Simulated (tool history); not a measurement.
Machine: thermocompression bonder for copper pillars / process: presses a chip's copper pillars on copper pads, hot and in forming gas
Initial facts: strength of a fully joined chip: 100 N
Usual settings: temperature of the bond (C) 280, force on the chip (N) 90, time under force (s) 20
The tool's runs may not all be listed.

run    hour  temperature of the bond (C)  force on the chip (N)  time under force (s)  force that shears a chip off (N)
  1     0.0                          280                     90                    20                              36.0
       13.6  -- force cell calibrated
  2    53.1                          280                     81                    20                              34.2
  3   115.6                          280                     81                    20                              33.2
  4   174.9                          280                     90                    56                              50.9
  5   242.4                          280                     90                    56                              51.5
      254.2  -- forming gas filter changed
  6   305.7                          280                     90                    56                              54.6
  7   348.6                          280                     90                    56                              53.0
  8   395.0                          280                     90                    56                              52.8
  9   428.6                          280                     90                    20                              36.9
 10   477.9                          280                     90                    20                              36.9
 11   525.6                          280                     90                    11                              28.8
 12   587.1                          272                     90                    20                              31.7
 13   652.0                          280                    128                    20                              42.9
 14   694.6                          280                    128                    20                              42.4
 15   742.8                          280                    134                    49                              57.8
 16   797.1                          280                     81                    20                              32.2
 17   864.1                          280                     69                    20                              28.7
 18   921.0                          280                    109                    10                              28.0
 19   957.5                          280                    109                    10                              27.4
     1020.7  -- forming gas filter changed
 20  1020.7                          280                    109                    10                              30.1
 21  1048.7                          280                     91                    24                              39.3
 22  1093.9                          280                     91                    24                              38.3
 23  1138.1                          280                     91                    24                              37.7
 24  1185.3                          252                    103                    28                              28.7
 25  1226.3                          263                     70                    39                              31.5

Alternative continuations, all from the tool just after run 25; predict every row:
  A  1281.0                          280                     61                    14                                 ?
  B  1281.0                          297                     67                    34                                 ?
  C  1281.0                          288                     70                    13                                 ?
  D  1281.0                          253                     90                    12                                 ?
  E  1281.0                          280                     90                    16                                 ?

run  force that shears a chip off (N)
  A                              24.3
  B                              44.5
  C                              27.5
  D                              18.8
  E                              31.2
With the hidden condition removed and each run's random variation left untouched, the same runs would have given:
run  force that shears a chip off (N)
  A                              26.8
  B                              48.5
  C                              30.3
  D                              21.0
  E                              34.3
